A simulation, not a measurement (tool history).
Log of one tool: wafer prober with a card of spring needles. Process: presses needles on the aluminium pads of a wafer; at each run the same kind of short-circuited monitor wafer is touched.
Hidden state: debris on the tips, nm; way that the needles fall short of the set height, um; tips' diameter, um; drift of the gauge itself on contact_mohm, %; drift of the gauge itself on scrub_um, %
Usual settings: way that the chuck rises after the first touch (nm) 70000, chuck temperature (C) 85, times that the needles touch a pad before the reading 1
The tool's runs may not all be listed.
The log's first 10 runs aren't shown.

| run | hour | way that the chuck rises after the first touch (nm) | chuck temperature (C) | times that the needles touch a pad before the reading | touches since the tips were cleaned | cleanings since the card got new needles | touches since the first contact's height was set | resistance of one needle with its contact and lead (mohm) | way that a needle slides on the pad (nm) |
|---|---|---|---|---|---|---|---|---|---|
|  | 207.8 | tips cleaned on abrasive film |
| 11 | 207.8 | 70000 | 85 | 3 | 0 | 22 | 25323 | 165 | 9760 |
| 12 | 226.3 | 70000 | 85 | 3 | 4148 | 22 | 29471 | 178 | 9800 |
|  | 238.4 | tips cleaned on abrasive film |
| 13 | 238.5 | 70000 | 85 | 3 | 17 | 23 | 32168 | 168 | 9780 |
| 14 | 254 | 70000 | 85 | 3 | 3493 | 23 | 35644 | 180 | 9780 |
| 15 | 268.4 | 70000 | 85 | 1 | 6705 | 23 | 38856 | 220 | 9790 |
|  | 269.8 | tips cleaned on abrasive film |
| 16 | 289.4 | 70000 | 85 | 1 | 4390 | 24 | 43543 | 213 | 9740 |
|  | 300.8 | tips cleaned on abrasive film |
| 17 | 315.4 | 70000 | 85 | 1 | 3265 | 25 | 49324 | 203 | 9750 |
|  | 332.2 | tips cleaned on abrasive film |
| 18 | 337.9 | 66000 | 42 | 2 | 1275 | 26 | 54341 | 172 | 9180 |
| 19 | 357.3 | 70000 | 67 | 2 | 5621 | 26 | 58687 | 195 | 9720 |
|  | 363.3 | tips cleaned on abrasive film |
| 20 | 372.9 | 73000 | 46 | 2 | 2144 | 27 | 62139 | 174 | 10160 |
|  | 394.5 | tips cleaned on abrasive film |
| 21 | 395.6 | 64000 | 74 | 2 | 234 | 28 | 67195 | 171 | 8870 |
|  | 412.8 | height of the first contact set anew |
| 22 | 424.2 | 64000 | 74 | 2 | 6561 | 28 | 2542 | 202 | 8970 |
|  | 425.9 | tips cleaned on abrasive film |
| 23 | 454 | 57000 | 46 | 2 | 6304 | 29 | 9208 | 210 | 8000 |
|  | 456.7 | tips cleaned on abrasive film |
| 24 | 476.6 | 55000 | 46 | 1 | 4440 | 30 | 14229 | 239 | 7690 |
|  | 489 | tips cleaned on abrasive film |
| 25 | 506.3 | 53000 | 43 | 3 | 3850 | 31 | 20842 | 193 | 7410 |
|  | 519.8 | tips cleaned on abrasive film |
| 26 | 519.8 | 70000 | 85 | 3 | 0 | 32 | 23859 | 168 | 9780 |
| 27 | 533.5 | 60000 | 25 | 2 | 3064 | 32 | 26923 | 191 | 8370 |
|  | 551.8 | tips cleaned on abrasive film |
| 28 | 551.8 | 60000 | 25 | 2 | 0 | 33 | 30984 | 160 | 8380 |
| 29 | 580.6 | 70000 | 85 | 2 | 6451 | 33 | 37435 | 198 | 9790 |
|  | 582.8 | tips cleaned on abrasive film |
| 30 | 603.9 | 56000 | 48 | 1 | 4715 | 34 | 42616 | 243 | 7810 |
|  | 613.7 | tips cleaned on abrasive film |
| 31 | 627.3 | 60000 | 37 | 3 | 3037 | 35 | 47830 | 179 | 8360 |
| 32 | 642.9 | 56000 | 54 | 1 | 6527 | 35 | 51320 | 252 | 7790 |
|  | 645.3 | tips cleaned on abrasive film |
| 33 | 668.6 | 70000 | 54 | 1 | 5220 | 36 | 57047 | 214 | 9740 |

Forecast each of these 3 alternatives for the next run:
|  | 677.1 | tips cleaned on abrasive film |
| A | 691.5 | 70000 | 31 | 1 | 3217 | 37 | 62143 | ? | ? |
|  | 677.1 | tips cleaned on abrasive film |
| B | 691.5 | 51000 | 61 | 3 | 3217 | 37 | 62143 | ? | ? |
|  | 677.1 | tips cleaned on abrasive film |
| C | 691.5 | 63000 | 85 | 1 | 3217 | 37 | 62143 | ? | ? |

| run | resistance of one needle with its contact and lead (mohm) | way that a needle slides on the pad (nm) |
|---|---|---|
| A | 197 | 9730 |
| B | 193 | 7080 |
| C | 212 | 8740 |
Without the tool's hidden state the same runs would have given:
| run | resistance of one needle with its contact and lead (mohm) | way that a needle slides on the pad (nm) |
|---|---|---|
| A | 155 | 9820 |
| B | 166 | 7170 |
| C | 165 | 8830 |
